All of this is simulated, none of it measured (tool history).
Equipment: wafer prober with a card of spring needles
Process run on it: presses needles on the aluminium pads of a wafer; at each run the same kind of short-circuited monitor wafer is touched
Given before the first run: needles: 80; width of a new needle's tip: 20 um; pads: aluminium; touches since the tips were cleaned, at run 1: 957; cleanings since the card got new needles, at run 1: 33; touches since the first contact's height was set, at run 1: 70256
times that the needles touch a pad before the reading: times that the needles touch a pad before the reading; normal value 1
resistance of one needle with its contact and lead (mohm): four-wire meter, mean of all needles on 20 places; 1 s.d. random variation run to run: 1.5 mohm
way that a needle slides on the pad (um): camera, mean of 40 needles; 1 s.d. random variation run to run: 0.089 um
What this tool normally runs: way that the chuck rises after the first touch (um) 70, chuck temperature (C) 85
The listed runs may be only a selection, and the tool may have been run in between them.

run	day	way that the chuck rises after the first touch (um)	chuck temperature (C)	times that the needles touch a pad before the reading	touches since the tips were cleaned	cleanings since the card got new needles	touches since the first contact's height was set	resistance of one needle with its contact and lead (mohm)	way that a needle slides on the pad (um)
1	0.000	70	85	1	957	33	70256	140	14.49
# day 0.088: tips cleaned on abrasive film
# day 0.292: tips cleaned on abrasive film
# day 0.500: tips cleaned on abrasive film
# day 0.667: tips cleaned on abrasive film
# day 0.875: tips cleaned on abrasive film
# day 1.079: tips cleaned on abrasive film
# day 1.246: tips cleaned on abrasive film
# day 1.454: tips cleaned on abrasive film
2	1.521	70	95	1	700	41	85951	138	14.50
# day 1.646: tips cleaned on abrasive film
# day 1.854: tips cleaned on abrasive film
# day 2.062: tips cleaned on abrasive film
# day 2.267: tips cleaned on abrasive film
# day 2.475: tips cleaned on abrasive film
3	2.521	61	95	1	493	46	96296	144	12.59
# day 2.650: tips cleaned on abrasive film
# day 2.817: tips cleaned on abrasive film
# day 2.983: tips cleaned on abrasive film
# day 3.188: tips cleaned on abrasive film
# day 3.396: tips cleaned on abrasive film
# day 3.562: tips cleaned on abrasive film
# day 3.771: tips cleaned on abrasive film
# day 3.975: tips cleaned on abrasive film
# day 3.988: height of the first contact set anew
# day 4.196: tips cleaned on abrasive film
4	4.262	61	95	1	721	55	2863	138	12.79
# day 4.392: tips cleaned on abrasive film
# day 4.596: tips cleaned on abrasive film
# day 4.804: tips cleaned on abrasive film
# day 5.012: tips cleaned on abrasive film
# day 5.179: tips cleaned on abrasive film
# day 5.388: tips cleaned on abrasive film
# day 5.550: tips cleaned on abrasive film
# day 5.758: tips cleaned on abrasive film
# day 5.967: tips cleaned on abrasive film
5	6.092	61	95	1	1330	64	21754	141	12.58
# day 6.138: tips cleaned on abrasive film
# day 6.346: tips cleaned on abrasive film
# day 6.512: tips cleaned on abrasive film
# day 6.717: tips cleaned on abrasive film
# day 6.925: tips cleaned on abrasive film
# day 7.133: tips cleaned on abrasive film
# day 7.342: tips cleaned on abrasive film
# day 7.508: tips cleaned on abrasive film
# day 7.712: tips cleaned on abrasive film
6	7.775	70	85	1	655	73	39118	136	14.51
# day 7.900: tips cleaned on abrasive film
# day 8.067: tips cleaned on abrasive film
# day 8.275: tips cleaned on abrasive film
# day 8.442: tips cleaned on abrasive film
# day 8.650: tips cleaned on abrasive film
7	8.662	70	80	1	165	78	48278	137	14.48
# day 8.829: tips cleaned on abrasive film
# day 9.038: tips cleaned on abrasive film
# day 9.204: tips cleaned on abrasive film
# day 9.412: tips cleaned on abrasive film
# day 9.621: tips cleaned on abrasive film
# day 9.788: tips cleaned on abrasive film
# day 9.992: tips cleaned on abrasive film
# day 10.158: tips cleaned on abrasive film
# day 10.367: tips cleaned on abrasive film
8	10.496	70	80	1	1374	87	67214	138	14.58
# day 10.542: tips cleaned on abrasive film
# day 10.750: tips cleaned on abrasive film
# day 10.954: tips cleaned on abrasive film
# day 11.162: tips cleaned on abrasive film
9	11.262	70	80	1	1056	91	75123	140	14.54
# day 11.350: tips cleaned on abrasive film
# day 11.554: tips cleaned on abrasive film
# day 11.721: tips cleaned on abrasive film
# day 11.929: tips cleaned on abrasive film
# day 12.138: tips cleaned on abrasive film
# day 12.304: tips cleaned on abrasive film
# day 12.508: tips cleaned on abrasive film
# day 12.717: tips cleaned on abrasive film
10	12.812	70	80	1	1003	99	91117	136	14.63
# day 12.896: tips cleaned on abrasive film
# day 13.104: tips cleaned on abrasive film
# day 13.312: tips cleaned on abrasive film
# day 13.521: tips cleaned on abrasive film
# day 13.683: tips cleaned on abrasive film
# day 13.892: tips cleaned on abrasive film
# day 14.100: tips cleaned on abrasive film
# day 14.267: tips cleaned on abrasive film
# day 14.475: tips cleaned on abrasive film
11	14.529	90	85	2	601	108	108850	138	18.76
# day 14.658: tips cleaned on abrasive film
# day 14.792: height of the first contact set anew
# day 14.875: tips cleaned on abrasive film
# day 15.083: tips cleaned on abrasive film
# day 15.292: tips cleaned on abrasive film
# day 15.458: tips cleaned on abrasive film
12	15.554	78	85	2	1012	113	7866	136	16.21
# day 15.638: tips cleaned on abrasive film
# day 15.846: tips cleaned on abrasive film
# day 16.054: tips cleaned on abrasive film
# day 16.221: tips cleaned on abrasive film
# day 16.425: tips cleaned on abrasive film
13	16.492	84	85	2	672	118	17533	134	17.38
# day 16.617: tips cleaned on abrasive film
# day 16.783: tips cleaned on abrasive film
# day 16.988: tips cleaned on abrasive film
# day 17.196: tips cleaned on abrasive film
# day 17.404: tips cleaned on abrasive film
# day 17.571: tips cleaned on abrasive film
# day 17.779: tips cleaned on abrasive film
# day 17.983: tips cleaned on abrasive film
14	18.112	84	85	2	1331	126	34283	136	17.50
# day 18.154: tips cleaned on abrasive film
# day 18.321: tips cleaned on abrasive film
# day 18.529: tips cleaned on abrasive film
# day 18.738: tips cleaned on abrasive film
# day 18.942: tips cleaned on abrasive film
# day 19.150: tips cleaned on abrasive film
# day 19.358: tips cleaned on abrasive film
# day 19.525: tips cleaned on abrasive film
# day 19.733: tips cleaned on abrasive film
15	19.792	84	85	2	635	135	51625	135	17.34
# day 19.917: tips cleaned on abrasive film
# day 20.083: tips cleaned on abrasive film
# day 20.292: tips cleaned on abrasive film
# day 20.500: tips cleaned on abrasive film
# day 20.704: tips cleaned on abrasive film
# day 20.871: tips cleaned on abrasive film
# day 21.079: tips cleaned on abrasive film
# day 21.288: tips cleaned on abrasive film
# day 21.454: tips cleaned on abrasive film
16	21.483	66	121	2	322	144	69080	143	13.75
# day 21.650: tips cleaned on abrasive film
# day 21.858: tips cleaned on abrasive film
# day 22.062: tips cleaned on abrasive film
# day 22.271: tips cleaned on abrasive film
# day 22.479: tips cleaned on abrasive film
# day 22.688: tips cleaned on abrasive film
# day 22.854: tips cleaned on abrasive film
# day 23.058: tips cleaned on abrasive film
# day 23.225: tips cleaned on abrasive film
17	23.346	66	121	2	1282	153	88352	145	13.68
# day 23.433: tips cleaned on abrasive film
# day 23.642: tips cleaned on abrasive film
# day 23.846: tips cleaned on abrasive film
# day 24.054: tips cleaned on abrasive film
# day 24.262: tips cleaned on abrasive film
# day 24.471: tips cleaned on abrasive film
# day 24.675: tips cleaned on abrasive film
# day 24.883: tips cleaned on abrasive film
18	24.938	66	121	2	562	161	104762	145	13.52
# day 25.062: tips cleaned on abrasive film
# day 25.271: tips cleaned on abrasive film
# day 25.475: tips cleaned on abrasive film
# day 25.571: height of the first contact set anew
# day 25.696: tips cleaned on abrasive film
19	25.854	69	32	1	1678	165	2963	128	14.45
# day 25.900: tips cleaned on abrasive film
# day 26.108: tips cleaned on abrasive film
# day 26.312: tips cleaned on abrasive film
# day 26.521: tips cleaned on abrasive film
# day 26.729: tips cleaned on abrasive film
# day 26.896: tips cleaned on abrasive film
# day 27.100: tips cleaned on abrasive film
# day 27.308: tips cleaned on abrasive film
20	27.425	81	81	2	1220	173	19174	138	16.79

For each entry between runs, how does the tool's hidden state at the last listed run before it compare with that at the first listed run after it?
From run 1 to run 2: tips cleaned on abrasive film (day 0.088); tips cleaned on abrasive film (day 0.292); tips cleaned on abrasive film (day 0.500); tips cleaned on abrasive film (day 0.667); tips cleaned on abrasive film (day 0.875); tips cleaned on abrasive film (day 1.079); tips cleaned on abrasive film (day 1.246); tips cleaned on abrasive film (day 1.454)
  debris on the tips, nm: 1.8 -> 1.6; way that the needles fall short of the set height, um: 0.2 -> 0.25; tips' diameter, um: 20.07 -> 20.09
From run 2 to run 3: tips cleaned on abrasive film (day 1.646); tips cleaned on abrasive film (day 1.854); tips cleaned on abrasive film (day 2.062); tips cleaned on abrasive film (day 2.267); tips cleaned on abrasive film (day 2.475)
  debris on the tips, nm: 1.6 -> 1.1; way that the needles fall short of the set height, um: 0.25 -> 0.28; tips' diameter, um: 20.09 -> 20.1
From run 3 to run 4: tips cleaned on abrasive film (day 2.650); tips cleaned on abrasive film (day 2.817); tips cleaned on abrasive film (day 2.983); tips cleaned on abrasive film (day 3.188); tips cleaned on abrasive film (day 3.396); tips cleaned on abrasive film (day 3.562); tips cleaned on abrasive film (day 3.771); tips cleaned on abrasive film (day 3.975); height of the first contact set anew (day 3.988); tips cleaned on abrasive film (day 4.196)
  debris on the tips, nm: 1.1 -> 1.4; way that the needles fall short of the set height, um: 0.28 -> 0.01; tips' diameter, um: 20.1 -> 20.12
From run 4 to run 5: tips cleaned on abrasive film (day 4.392); tips cleaned on abrasive film (day 4.596); tips cleaned on abrasive film (day 4.804); tips cleaned on abrasive film (day 5.012); tips cleaned on abrasive film (day 5.179); tips cleaned on abrasive film (day 5.388); tips cleaned on abrasive film (day 5.550); tips cleaned on abrasive film (day 5.758); tips cleaned on abrasive film (day 5.967)
  debris on the tips, nm: 1.4 -> 2.2; way that the needles fall short of the set height, um: 0.01 -> 0.06; tips' diameter, um: 20.12 -> 20.14
From run 5 to run 6: tips cleaned on abrasive film (day 6.138); tips cleaned on abrasive film (day 6.346); tips cleaned on abrasive film (day 6.512); tips cleaned on abrasive film (day 6.717); tips cleaned on abrasive film (day 6.925); tips cleaned on abrasive film (day 7.133); tips cleaned on abrasive film (day 7.342); tips cleaned on abrasive film (day 7.508); tips cleaned on abrasive film (day 7.712)
  debris on the tips, nm: 2.2 -> 1.5; way that the needles fall short of the set height, um: 0.06 -> 0.12; tips' diameter, um: 20.14 -> 20.15
From run 6 to run 7: tips cleaned on abrasive film (day 7.900); tips cleaned on abrasive film (day 8.067); tips cleaned on abrasive film (day 8.275); tips cleaned on abrasive film (day 8.442); tips cleaned on abrasive film (day 8.650)
  debris on the tips, nm: 1.5 -> 0.6; way that the needles fall short of the set height, um: 0.12 -> 0.15; tips' diameter, um: 20.15 -> 20.17
From run 7 to run 8: tips cleaned on abrasive film (day 8.829); tips cleaned on abrasive film (day 9.038); tips cleaned on abrasive film (day 9.204); tips cleaned on abrasive film (day 9.412); tips cleaned on abrasive film (day 9.621); tips cleaned on abrasive film (day 9.788); tips cleaned on abrasive film (day 9.992); tips cleaned on abrasive film (day 10.158); tips cleaned on abrasive film (day 10.367)
  debris on the tips, nm: 0.6 -> 2.4; way that the needles fall short of the set height, um: 0.15 -> 0.2; tips' diameter, um: 20.17 -> 20.18
From run 8 to run 9: tips cleaned on abrasive film (day 10.542); tips cleaned on abrasive film (day 10.750); tips cleaned on abrasive film (day 10.954); tips cleaned on abrasive film (day 11.162)
  debris on the tips, nm: 2.4 -> 1.8; way that the needles fall short of the set height, um: 0.2 -> 0.23; tips' diameter, um: 20.18 -> 20.19
From run 9 to run 10: tips cleaned on abrasive film (day 11.350); tips cleaned on abrasive film (day 11.554); tips cleaned on abrasive film (day 11.721); tips cleaned on abrasive film (day 11.929); tips cleaned on abrasive film (day 12.138); tips cleaned on abrasive film (day 12.304); tips cleaned on abrasive film (day 12.508); tips cleaned on abrasive film (day 12.717)
  way that the needles fall short of the set height, um: 0.23 -> 0.28; tips' diameter, um: 20.19 -> 20.21
From run 10 to run 11: tips cleaned on abrasive film (day 12.896); tips cleaned on abrasive film (day 13.104); tips cleaned on abrasive film (day 13.312); tips cleaned on abrasive film (day 13.521); tips cleaned on abrasive film (day 13.683); tips cleaned on abrasive film (day 13.892); tips cleaned on abrasive film (day 14.100); tips cleaned on abrasive film (day 14.267); tips cleaned on abrasive film (day 14.475)
  debris on the tips, nm: 1.8 -> 1.4; way that the needles fall short of the set height, um: 0.28 -> 0.34; tips' diameter, um: 20.21 -> 20.23
From run 11 to run 12: tips cleaned on abrasive film (day 14.658); height of the first contact set anew (day 14.792); tips cleaned on abrasive film (day 14.875); tips cleaned on abrasive film (day 15.083); tips cleaned on abrasive film (day 15.292); tips cleaned on abrasive film (day 15.458)
  debris on the tips, nm: 1.4 -> 1.8; way that the needles fall short of the set height, um: 0.34 -> 0.03; tips' diameter, um: 20.23 -> 20.24
From run 12 to run 13: tips cleaned on abrasive film (day 15.638); tips cleaned on abrasive film (day 15.846); tips cleaned on abrasive film (day 16.054); tips cleaned on abrasive film (day 16.221); tips cleaned on abrasive film (day 16.425)
  debris on the tips, nm: 1.8 -> 1.5; way that the needles fall short of the set height, um: 0.03 -> 0.06; tips' diameter, um: 20.24 -> 20.26
From run 13 to run 14: tips cleaned on abrasive film (day 16.617); tips cleaned on abrasive film (day 16.783); tips cleaned on abrasive film (day 16.988); tips cleaned on abrasive film (day 17.196); tips cleaned on abrasive film (day 17.404); tips cleaned on abrasive film (day 17.571); tips cleaned on abrasive film (day 17.779); tips cleaned on abrasive film (day 17.983)
  debris on the tips, nm: 1.5 -> 2.4; way that the needles fall short of the set height, um: 0.06 -> 0.11; tips' diameter, um: 20.26 -> 20.27
From run 14 to run 15: tips cleaned on abrasive film (day 18.154); tips cleaned on abrasive film (day 18.321); tips cleaned on abrasive film (day 18.529); tips cleaned on abrasive film (day 18.738); tips cleaned on abrasive film (day 18.942); tips cleaned on abrasive film (day 19.150); tips cleaned on abrasive film (day 19.358); tips cleaned on abrasive film (day 19.525); tips cleaned on abrasive film (day 19.733)
  debris on the tips, nm: 2.4 -> 1.4; way that the needles fall short of the set height, um: 0.11 -> 0.16; tips' diameter, um: 20.27 -> 20.29
From run 15 to run 16: tips cleaned on abrasive film (day 19.917); tips cleaned on abrasive film (day 20.083); tips cleaned on abrasive film (day 20.292); tips cleaned on abrasive film (day 20.500); tips cleaned on abrasive film (day 20.704); tips cleaned on abrasive film (day 20.871); tips cleaned on abrasive film (day 21.079); tips cleaned on abrasive film (day 21.288); tips cleaned on abrasive film (day 21.454)
  debris on the tips, nm: 1.4 -> 0.7; way that the needles fall short of the set height, um: 0.16 -> 0.22; tips' diameter, um: 20.29 -> 20.31
From run 16 to run 17: tips cleaned on abrasive film (day 21.650); tips cleaned on abrasive film (day 21.858); tips cleaned on abrasive film (day 22.062); tips cleaned on abrasive film (day 22.271); tips cleaned on abrasive film (day 22.479); tips cleaned on abrasive film (day 22.688); tips cleaned on abrasive film (day 22.854); tips cleaned on abrasive film (day 23.058); tips cleaned on abrasive film (day 23.225)
  debris on the tips, nm: 0.7 -> 2.3; way that the needles fall short of the set height, um: 0.22 -> 0.28; tips' diameter, um: 20.31 -> 20.33
From run 17 to run 18: tips cleaned on abrasive film (day 23.433); tips cleaned on abrasive film (day 23.642); tips cleaned on abrasive film (day 23.846); tips cleaned on abrasive film (day 24.054); tips cleaned on abrasive film (day 24.262); tips cleaned on abrasive film (day 24.471); tips cleaned on abrasive film (day 24.675); tips cleaned on abrasive film (day 24.883)
  debris on the tips, nm: 2.3 -> 1.2; way that the needles fall short of the set height, um: 0.28 -> 0.33; tips' diameter, um: 20.33 -> 20.35
From run 18 to run 19: tips cleaned on abrasive film (day 25.062); tips cleaned on abrasive film (day 25.271); tips cleaned on abrasive film (day 25.475); height of the first contact set anew (day 25.571); tips cleaned on abrasive film (day 25.696)
  debris on the tips, nm: 1.2 -> 2.7; way that the needles fall short of the set height, um: 0.33 -> 0.01; tips' diameter, um: 20.35 -> 20.36
From run 19 to run 20: tips cleaned on abrasive film (day 25.900); tips cleaned on abrasive film (day 26.108); tips cleaned on abrasive film (day 26.312); tips cleaned on abrasive film (day 26.521); tips cleaned on abrasive film (day 26.729); tips cleaned on abrasive film (day 26.896); tips cleaned on abrasive film (day 27.100); tips cleaned on abrasive film (day 27.308)
  debris on the tips, nm: 2.7 -> 2.2; way that the needles fall short of the set height, um: 0.01 -> 0.06; tips' diameter, um: 20.36 -> 20.38
